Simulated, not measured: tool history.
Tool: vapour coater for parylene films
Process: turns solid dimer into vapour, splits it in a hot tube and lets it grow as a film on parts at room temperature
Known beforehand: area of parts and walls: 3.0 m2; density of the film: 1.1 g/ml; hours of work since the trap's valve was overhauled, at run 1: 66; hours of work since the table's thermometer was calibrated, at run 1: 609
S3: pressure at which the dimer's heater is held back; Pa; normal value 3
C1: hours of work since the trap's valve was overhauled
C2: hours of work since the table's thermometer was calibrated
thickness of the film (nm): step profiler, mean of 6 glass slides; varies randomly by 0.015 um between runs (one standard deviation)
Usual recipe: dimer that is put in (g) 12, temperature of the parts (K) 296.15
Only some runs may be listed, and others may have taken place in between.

{"run": 1, "hour": 0.0, "dimer that is put in (g)": 12, "temperature of the parts (K)": 296.15, "S3": 3, "C1": 66, "C2": 609, "thickness of the film (nm)": 3160}
{"run": 2, "hour": 13.5, "dimer that is put in (g)": 12, "temperature of the parts (K)": 296.15, "S3": 3, "C1": 74, "C2": 617, "thickness of the film (nm)": 3120}
{"run": 3, "hour": 36.5, "dimer that is put in (g)": 12, "temperature of the parts (K)": 296.15, "S3": 3, "C1": 87, "C2": 630, "thickness of the film (nm)": 3180}
{"run": 4, "hour": 51.8, "dimer that is put in (g)": 12, "temperature of the parts (K)": 296.15, "S3": 9.94, "C1": 96, "C2": 640, "thickness of the film (nm)": 2360}
{"run": 5, "hour": 63.4, "dimer that is put in (g)": 11, "temperature of the parts (K)": 296.15, "S3": 3, "C1": 103, "C2": 646, "thickness of the film (nm)": 2890}
{"run": 6, "hour": 75.2, "dimer that is put in (g)": 11, "temperature of the parts (K)": 296.15, "S3": 3, "C1": 110, "C2": 653, "thickness of the film (nm)": 2890}
{"run": 7, "hour": 87.9, "dimer that is put in (g)": 12, "temperature of the parts (K)": 296.15, "S3": 4.02, "C1": 118, "C2": 661, "thickness of the film (nm)": 2920}
{"run": 8, "hour": 108.5, "dimer that is put in (g)": 12, "temperature of the parts (K)": 296.15, "S3": 4.02, "C1": 130, "C2": 673, "thickness of the film (nm)": 2920}
{"run": 9, "hour": 130.6, "dimer that is put in (g)": 12, "temperature of the parts (K)": 296.15, "S3": 4.02, "C1": 143, "C2": 686, "thickness of the film (nm)": 2910}
{"run": 10, "hour": 144.1, "dimer that is put in (g)": 12, "temperature of the parts (K)": 296.15, "S3": 2.48, "C1": 151, "C2": 694, "thickness of the film (nm)": 3270}
{"run": 11, "hour": 156.0, "dimer that is put in (g)": 16, "temperature of the parts (K)": 296.15, "S3": 3, "C1": 158, "C2": 701, "thickness of the film (nm)": 4150}
{"run": 12, "hour": 172.2, "dimer that is put in (g)": 16, "temperature of the parts (K)": 294.15, "S3": 3, "C1": 168, "C2": 711, "thickness of the film (nm)": 4290}
{"run": 13, "hour": 186.9, "dimer that is put in (g)": 12, "temperature of the parts (K)": 295.15, "S3": 3, "C1": 176, "C2": 720, "thickness of the film (nm)": 3170}
{"run": 14, "hour": 199.1, "dimer that is put in (g)": 12, "temperature of the parts (K)": 293.15, "S3": 3, "C1": 184, "C2": 727, "thickness of the film (nm)": 3280}
{"run": 15, "hour": 222.4, "dimer that is put in (g)": 12, "temperature of the parts (K)": 296.15, "S3": 3, "C1": 197, "C2": 741, "thickness of the film (nm)": 3100}
{"run": 16, "hour": 244.4, "dimer that is put in (g)": 12, "temperature of the parts (K)": 296.15, "S3": 3, "C1": 210, "C2": 754, "thickness of the film (nm)": 3080}
{"hour": 250.6, "done": "trap's valve overhauled"}
{"run": 17, "hour": 266.2, "dimer that is put in (g)": 12, "temperature of the parts (K)": 296.15, "S3": 3, "C1": 9, "C2": 764, "thickness of the film (nm)": 3050}
{"run": 18, "hour": 279.1, "dimer that is put in (g)": 12, "temperature of the parts (K)": 296.15, "S3": 3, "C1": 17, "C2": 772, "thickness of the film (nm)": 3050}
{"run": 19, "hour": 289.7, "dimer that is put in (g)": 12, "temperature of the parts (K)": 296.15, "S3": 3, "C1": 23, "C2": 778, "thickness of the film (nm)": 3050}
{"run": 20, "hour": 310.5, "dimer that is put in (g)": 14, "temperature of the parts (K)": 296.15, "S3": 3, "C1": 35, "C2": 790, "thickness of the film (nm)": 3530}
{"run": 21, "hour": 334.9, "dimer that is put in (g)": 14, "temperature of the parts (K)": 296.15, "S3": 3, "C1": 50, "C2": 805, "thickness of the film (nm)": 3500}
{"run": 22, "hour": 359.6, "dimer that is put in (g)": 12, "temperature of the parts (K)": 296.15, "S3": 6.02, "C1": 65, "C2": 819, "thickness of the film (nm)": 2550}
{"run": 23, "hour": 372.0, "dimer that is put in (g)": 12, "temperature of the parts (K)": 296.15, "S3": 8.41, "C1": 72, "C2": 827, "thickness of the film (nm)": 2350}
{"run": 24, "hour": 386.0, "dimer that is put in (g)": 12, "temperature of the parts (K)": 294.15, "S3": 4.94, "C1": 80, "C2": 835, "thickness of the film (nm)": 2760}
{"hour": 392.2, "done": "trap's valve overhauled, once more"}
{"run": 25, "hour": 404.6, "dimer that is put in (g)": 5, "temperature of the parts (K)": 296.15, "S3": 5.77, "C1": 7, "C2": 844, "thickness of the film (nm)": 1150}
{"run": 26, "hour": 416.1, "dimer that is put in (g)": 13, "temperature of the parts (K)": 305.15, "S3": 10.14, "C1": 14, "C2": 851, "thickness of the film (nm)": 2180}
{"run": 27, "hour": 438.7, "dimer that is put in (g)": 7, "temperature of the parts (K)": 305.15, "S3": 6.56, "C1": 28, "C2": 864, "thickness of the film (nm)": 1300}
{"run": 28, "hour": 451.4, "dimer that is put in (g)": 7, "temperature of the parts (K)": 305.15, "S3": 6.56, "C1": 35, "C2": 871, "thickness of the film (nm)": 1320}
{"run": 29, "hour": 469.3, "dimer that is put in (g)": 13, "temperature of the parts (K)": 304.15, "S3": 6.85, "C1": 46, "C2": 882, "thickness of the film (nm)": 2450}
{"run": 30, "hour": 493.7, "dimer that is put in (g)": 22, "temperature of the parts (K)": 295.15, "S3": 3, "C1": 60, "C2": 897, "thickness of the film (nm)": 5910}
{"run": 31, "hour": 512.0, "dimer that is put in (g)": 22, "temperature of the parts (K)": 295.15, "S3": 3, "C1": 71, "C2": 907, "thickness of the film (nm)": 5900}
{"run": 32, "hour": 533.1, "dimer that is put in (g)": 6, "temperature of the parts (K)": 291.15, "S3": 11.05, "C1": 83, "C2": 920, "thickness of the film (nm)": 1270}
{"run": 33, "hour": 551.9, "dimer that is put in (g)": 6, "temperature of the parts (K)": 291.15, "S3": 11.05, "C1": 95, "C2": 931, "thickness of the film (nm)": 1270}
{"run": 34, "hour": 569.7, "dimer that is put in (g)": 6, "temperature of the parts (K)": 291.15, "S3": 2.6, "C1": 105, "C2": 942, "thickness of the film (nm)": 1750}
{"run": 35, "hour": 585.4, "dimer that is put in (g)": 13, "temperature of the parts (K)": 296.15, "S3": 4.41, "C1": 114, "C2": 951, "thickness of the film (nm)": 3120}
{"run": 36, "hour": 604.8, "dimer that is put in (g)": 13, "temperature of the parts (K)": 296.15, "S3": 4.41, "C1": 126, "C2": 962, "thickness of the film (nm)": 3100}
{"run": 37, "hour": 624.5, "dimer that is put in (g)": 16, "temperature of the parts (K)": 299.15, "S3": 2.18, "C1": 138, "C2": 974, "thickness of the film (nm)": 4260}
{"run": 38, "hour": 639.1, "dimer that is put in (g)": 12, "temperature of the parts (K)": 293.15, "S3": 9.16, "C1": 146, "C2": 983, "thickness of the film (nm)": 2540}
{"run": 39, "hour": 663.3, "dimer that is put in (g)": 12, "temperature of the parts (K)": 293.15, "S3": 9.16, "C1": 161, "C2": 997, "thickness of the film (nm)": 2520}

Entry by entry between the runs, the difference in hidden state between the last listed run before and the first listed run after:
Runs 16 to 17: trap's valve overhauled (hour 250.6)
  vapour lost through the trap's worn valve, %: 4 -> 5.2; true temperature of the parts over the reading, C: -0.5 -> -0.51
  measured minus no-state result, thickness of the film (nm): -100 -> -140
Runs 24 to 25: trap's valve overhauled, once more (hour 392.2)
  vapour lost through the trap's worn valve, %: 6.5 -> 0.6
  measured minus no-state result, thickness of the film (nm): -160 -> +0
